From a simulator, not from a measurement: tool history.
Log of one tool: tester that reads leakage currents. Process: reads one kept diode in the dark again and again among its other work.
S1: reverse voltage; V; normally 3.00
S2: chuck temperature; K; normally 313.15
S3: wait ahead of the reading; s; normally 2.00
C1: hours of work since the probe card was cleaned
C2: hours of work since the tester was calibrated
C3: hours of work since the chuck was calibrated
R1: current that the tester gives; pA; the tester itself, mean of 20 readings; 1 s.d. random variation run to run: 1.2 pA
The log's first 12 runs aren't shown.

run,hour,S1,S2,S3,C1,C2,C3,R1
13,277.5,17.35,313.15,2.00,469,529,73,1033.03
14,315.3,3.00,306.15,2.00,486,546,90,236.17
15,351.4,3.00,306.15,2.00,502,562,106,233.63
16,374.8,3.00,306.15,2.00,512,572,116,234.94
17,391.9,3.00,306.15,2.00,519,579,123,234.61
18,408.5,3.00,306.15,2.00,527,587,131,234.80
19,433.7,3.00,306.15,2.00,538,598,142,234.15
20,453.0,2.68,295.15,0.85,546,606,150,92.02
21,472.3,3.00,313.15,7.22,555,614,159,397.82
22,507.7,4.72,313.15,0.58,570,630,174,512.74
23,534.5,9.90,301.15,2.00,582,642,186,304.89
24,566.2,3.25,294.15,2.78,596,655,200,93.91
25,594.9,3.25,297.15,2.78,608,668,212,120.97
26,612.5,3.25,297.15,2.78,616,676,220,119.89
27,646.7,7.36,299.15,2.78,631,691,235,220.05
28,680.5,3.00,312.15,1.25,646,705,250,370.79
29,713.6,3.00,319.15,1.11,660,720,264,615.14
30,737.0,3.00,319.15,1.11,670,730,274,617.60
31,757.4,3.07,310.15,2.77,679,739,283,322.56
32,794.8,1.99,296.15,0.34,696,755,299,87.10
33,824.7,2.56,297.15,4.04,709,768,313,105.71
34,857.6,2.08,308.15,4.04,723,783,327,224.23
35,877.6,3.19,317.15,2.00,732,792,336,551.14

Below are 5 alternative next runs, each starting from the tool's condition after run 35. Predict each:
A,899.6,12.35,325.15,4.90,741,801,345,?
B,899.6,3.19,318.15,1.12,741,801,345,?
C,899.6,1.50,317.15,2.00,741,801,345,?
D,899.6,16.56,313.15,2.00,741,801,345,?
E,899.6,3.28,319.15,0.36,741,801,345,?

run,R1
A,1995.17
B,596.15
C,366.56
D,1002.49
E,649.36
Take away the tool's hidden state, keep each run's random variation, and the runs would have read:
run,R1
A,1994.71
B,596.00
C,366.47
D,1002.20
E,649.20

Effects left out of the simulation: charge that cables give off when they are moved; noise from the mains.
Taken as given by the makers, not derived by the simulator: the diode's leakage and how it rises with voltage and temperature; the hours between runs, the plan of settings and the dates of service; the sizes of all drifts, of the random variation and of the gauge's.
